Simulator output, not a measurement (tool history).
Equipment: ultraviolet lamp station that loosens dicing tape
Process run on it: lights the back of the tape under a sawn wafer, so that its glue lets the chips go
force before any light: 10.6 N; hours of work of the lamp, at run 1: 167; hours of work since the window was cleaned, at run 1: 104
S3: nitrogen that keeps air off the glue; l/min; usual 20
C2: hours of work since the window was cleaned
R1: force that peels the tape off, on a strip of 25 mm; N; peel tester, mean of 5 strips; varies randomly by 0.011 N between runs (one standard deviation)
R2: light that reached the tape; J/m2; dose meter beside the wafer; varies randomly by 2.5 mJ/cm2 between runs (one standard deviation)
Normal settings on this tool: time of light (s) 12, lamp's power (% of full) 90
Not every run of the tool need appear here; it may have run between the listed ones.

{"run": 1, "hour": 0.0, "time of light (s)": 12, "lamp's power (% of full)": 90, "S3": 20, "hours of work of the lamp": 167, "C2": 104, "R1": 0.479, "R2": 2920}
{"run": 2, "hour": 7.6, "time of light (s)": 12, "lamp's power (% of full)": 90, "S3": 20, "hours of work of the lamp": 172, "C2": 109, "R1": 0.495, "R2": 2890}
{"run": 3, "hour": 16.1, "time of light (s)": 6, "lamp's power (% of full)": 90, "S3": 20, "hours of work of the lamp": 177, "C2": 114, "R1": 1.976, "R2": 1470}
{"run": 4, "hour": 24.8, "time of light (s)": 6, "lamp's power (% of full)": 90, "S3": 20, "hours of work of the lamp": 182, "C2": 120, "R1": 2.019, "R2": 1470}
{"run": 5, "hour": 30.1, "time of light (s)": 12, "lamp's power (% of full)": 73, "S3": 20, "hours of work of the lamp": 186, "C2": 123, "R1": 0.766, "R2": 2340}
{"run": 6, "hour": 34.3, "time of light (s)": 12, "lamp's power (% of full)": 73, "S3": 20, "hours of work of the lamp": 188, "C2": 126, "R1": 0.744, "R2": 2360}
{"run": 7, "hour": 43.1, "time of light (s)": 12, "lamp's power (% of full)": 73, "S3": 20, "hours of work of the lamp": 194, "C2": 131, "R1": 0.77, "R2": 2370}
{"run": 8, "hour": 49.7, "time of light (s)": 6, "lamp's power (% of full)": 70, "S3": 20, "hours of work of the lamp": 198, "C2": 135, "R1": 2.778, "R2": 1100}
{"run": 9, "hour": 56.3, "time of light (s)": 6, "lamp's power (% of full)": 84, "S3": 22, "hours of work of the lamp": 202, "C2": 140, "R1": 2.045, "R2": 1360}
{"run": 10, "hour": 65.4, "time of light (s)": 6, "lamp's power (% of full)": 84, "S3": 22, "hours of work of the lamp": 208, "C2": 145, "R1": 2.039, "R2": 1340}
{"run": 11, "hour": 72.2, "time of light (s)": 6, "lamp's power (% of full)": 84, "S3": 22, "hours of work of the lamp": 213, "C2": 150, "R1": 1.979, "R2": 1400}
{"run": 12, "hour": 79.2, "time of light (s)": 10, "lamp's power (% of full)": 74, "S3": 23, "hours of work of the lamp": 217, "C2": 154, "R1": 0.972, "R2": 1970}
{"run": 13, "hour": 87.6, "time of light (s)": 10, "lamp's power (% of full)": 74, "S3": 23, "hours of work of the lamp": 222, "C2": 159, "R1": 0.98, "R2": 2010}

Here are 4 independent what-if runs from the current tool condition. What would each one return?
{"run": "A", "hour": 96.6, "time of light (s)": 12, "lamp's power (% of full)": 73, "S3": 34, "hours of work of the lamp": 228, "C2": 165, "R1": "?", "R2": "?"}
{"run": "B", "hour": 96.6, "time of light (s)": 8, "lamp's power (% of full)": 74, "S3": 24, "hours of work of the lamp": 228, "C2": 165, "R1": "?", "R2": "?"}
{"run": "C", "hour": 96.6, "time of light (s)": 8, "lamp's power (% of full)": 74, "S3": 23, "hours of work of the lamp": 228, "C2": 165, "R1": "?", "R2": "?"}
{"run": "D", "hour": 96.6, "time of light (s)": 21, "lamp's power (% of full)": 65, "S3": 8, "hours of work of the lamp": 228, "C2": 165, "R1": "?", "R2": "?"}

run=A R1=0.487 R2=2360
run=B R1=1.473 R2=1570
run=C R1=1.485 R2=1610
run=D R1=0.665 R2=3610
What these runs would have given with no unlogged condition in the tool:
run=A R1=0.486 R2=2360
run=B R1=1.47 R2=1570
run=C R1=1.483 R2=1610
run=D R1=0.664 R2=3610

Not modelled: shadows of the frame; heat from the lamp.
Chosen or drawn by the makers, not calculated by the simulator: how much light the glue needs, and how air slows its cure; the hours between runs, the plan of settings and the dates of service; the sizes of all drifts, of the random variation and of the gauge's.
